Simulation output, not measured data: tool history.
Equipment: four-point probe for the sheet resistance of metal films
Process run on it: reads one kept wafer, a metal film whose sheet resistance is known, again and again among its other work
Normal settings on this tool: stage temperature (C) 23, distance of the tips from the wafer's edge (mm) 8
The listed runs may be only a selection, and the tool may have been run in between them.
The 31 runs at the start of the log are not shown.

| run | hour | stage temperature (C) | distance of the tips from the wafer's edge (mm) | sheet resistance as the instrument gives it (ohm/square) |
|---|---|---|---|---|
| 32 | 2678.9 | 22 | 56 | 1.033726 |
| 33 | 2737.3 | 23 | 3 | 1.048517 |
| 34 | 2839.9 | 30 | 15 | 1.029863 |
| 35 | 2906.4 | 28 | 5 | 1.035983 |
| 36 | 2981.3 | 20 | 5 | 1.039421 |
| 37 | 3064 | 20 | 5 | 1.039381 |
| 38 | 3129.1 | 29 | 16 | 1.029721 |
| 39 | 3229.9 | 24 | 9 | 1.033163 |
| 40 | 3324.3 | 26 | 13 | 1.031092 |
| 41 | 3450.9 | 26 | 8 | 1.032061 |
| 42 | 3579.1 | 26 | 8 | 1.031763 |
| 43 | 3635.6 | 23 | 16 | 1.031051 |

Consider 3 possible next runs. They are alternatives, not a sequence: every one starts from the tool as it was left by run 43. What does each give?
|  | 3697.6 | new probe head fitted |
| A | 3711.7 | 19 | 5 | ? |
|  | 3697.6 | new probe head fitted |
| B | 3711.7 | 27 | 46 | ? |
|  | 3697.6 | new probe head fitted |
| C | 3711.7 | 23 | 7 | ? |

| run | sheet resistance as the instrument gives it (ohm/square) |
|---|---|
| A | 1.054134 |
| B | 1.044482 |
| C | 1.049758 |
Without the tool's unlogged condition, the same runs would have read:
| run | sheet resistance as the instrument gives it (ohm/square) |
|---|---|
| A | 1.055036 |
| B | 1.045369 |
| C | 1.050653 |
